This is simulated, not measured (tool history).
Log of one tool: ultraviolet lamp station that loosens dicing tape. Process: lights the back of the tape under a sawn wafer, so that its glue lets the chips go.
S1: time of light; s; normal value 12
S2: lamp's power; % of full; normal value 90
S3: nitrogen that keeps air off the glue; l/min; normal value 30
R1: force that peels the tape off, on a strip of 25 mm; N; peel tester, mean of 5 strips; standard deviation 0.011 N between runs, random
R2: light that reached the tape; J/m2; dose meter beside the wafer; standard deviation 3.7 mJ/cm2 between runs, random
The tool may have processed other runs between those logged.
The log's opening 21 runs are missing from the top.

| run | hour | S1 | S2 | S3 | R1 | R2 |
|---|---|---|---|---|---|---|
| 22 | 1042 | 17 | 90 | 48 | 0.143 | 8710 |
| 23 | 1083.5 | 17 | 90 | 48 | 0.146 | 8600 |
| 24 | 1114.9 | 9 | 82 | 10 | 2.197 | 4150 |
| 25 | 1146.7 | 11 | 82 | 10 | 1.528 | 5120 |
| 26 | 1194.8 | 12 | 69 | 30 | 0.901 | 4610 |
| 27 | 1236.5 | 12 | 69 | 30 | 0.932 | 4630 |
| 28 | 1274.4 | 12 | 69 | 30 | 0.904 | 4650 |
| 29 | 1325.5 | 19 | 86 | 39 | 0.144 | 9150 |
| 30 | 1359.2 | 18 | 97 | 16 | 0.215 | 9800 |
|  | 1364.1 | window cleaned of glue's vapour |
| 31 | 1420.4 | 18 | 97 | 16 | 0.212 | 9820 |
| 32 | 1462.7 | 18 | 97 | 53 | 0.111 | 9810 |
| 33 | 1508.8 | 7 | 60 | 44 | 2.636 | 2320 |
| 34 | 1576.6 | 12 | 89 | 21 | 0.624 | 5920 |
| 35 | 1636 | 12 | 89 | 21 | 0.633 | 5960 |
| 36 | 1669.6 | 19 | 60 | 51 | 0.303 | 6290 |
|  | 1687 | gauge calibrated |
| 37 | 1703.4 | 19 | 60 | 51 | 0.296 | 6560 |
| 38 | 1738.5 | 16 | 66 | 50 | 0.359 | 6040 |
|  | 1794.9 | window cleaned of glue's vapour |
| 39 | 1799.6 | 16 | 66 | 50 | 0.363 | 6120 |
| 40 | 1867.5 | 16 | 66 | 50 | 0.363 | 6070 |
| 41 | 1908.7 | 12 | 66 | 35 | 0.926 | 4510 |
| 42 | 1977.6 | 12 | 66 | 35 | 0.916 | 4600 |

Below are 3 alternative next runs, each starting from the tool's condition after run 42. Predict each:
| A | 2021.7 | 18 | 69 | 31 | ? | ? |
| B | 2021.7 | 12 | 61 | 30 | ? | ? |
| C | 2021.7 | 12 | 63 | 11 | ? | ? |

| run | R1 | R2 |
|---|---|---|
| A | 0.317 | 7140 |
| B | 1.203 | 4170 |
| C | 2 | 4360 |
Stripped of hidden state, with their random variation kept, the same runs would have yielded:
| run | R1 | R2 |
|---|---|---|
| A | 0.316 | 7190 |
| B | 1.2 | 4200 |
| C | 1.995 | 4400 |

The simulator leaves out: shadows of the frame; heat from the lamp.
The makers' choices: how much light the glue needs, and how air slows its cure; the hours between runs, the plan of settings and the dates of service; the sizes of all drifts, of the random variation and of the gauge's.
